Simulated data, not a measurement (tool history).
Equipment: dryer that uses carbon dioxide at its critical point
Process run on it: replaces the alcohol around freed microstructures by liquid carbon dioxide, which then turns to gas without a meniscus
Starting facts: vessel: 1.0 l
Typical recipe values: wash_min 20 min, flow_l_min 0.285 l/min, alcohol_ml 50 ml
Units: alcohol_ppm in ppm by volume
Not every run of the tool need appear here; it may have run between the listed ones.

run   hour  wash_min  flow_l_min  alcohol_ml  alcohol_ppm
  1    0.0        20       0.285          50          916
  2   11.7        20       0.285          50          927
  3   19.4        20       0.285          84         1588
  4   29.1        20       0.285          50          945
  5   36.8        20       0.285          50          949
  6   48.8        20       0.183          50         4314
  7   58.6        20       0.183          50         4198
  8   69.6        20       0.285          50         1009
  9   78.5        24       0.285          50          473
 10   90.7        24       0.285          50          473
 11  101.1        15       0.285          50         2709
 12  108.4        15       0.285          50         2751
 13  119.9        19       0.354         100         1046
 14  132.9        20       0.245          65         2445
 15  138.3        20       0.178          50         4832
 16  144.2        17       0.377          33          444
 17  152.9        29       0.377          80           58
 18  161.2        19       0.311          24          467
 19  166.7        19       0.311          24          485
 20  173.6        27       0.311          92          350
 21  180.8        27       0.311          92          358
 22  192.6        20       0.318          50          767
 23  198.0        13       0.356          77         3673

Branching from run 23: 5 alternative next runs. What would each branch give?
  A  208.6        13       0.429          77            ?
  B  208.6        21       0.225          50            ?
  C  208.6        29       0.285          60            ?
  D  208.6        20       0.285          98            ?
  E  208.6        28       0.409          50            ?

run  alcohol_ppm
  A         1875
  B         2359
  C          273
  D         2361
  E           41
Had the tool no hidden state, the same runs would have come out as:
run  alcohol_ppm
  A         1069
  B         1485
  C          111
  D         1347
  E           10
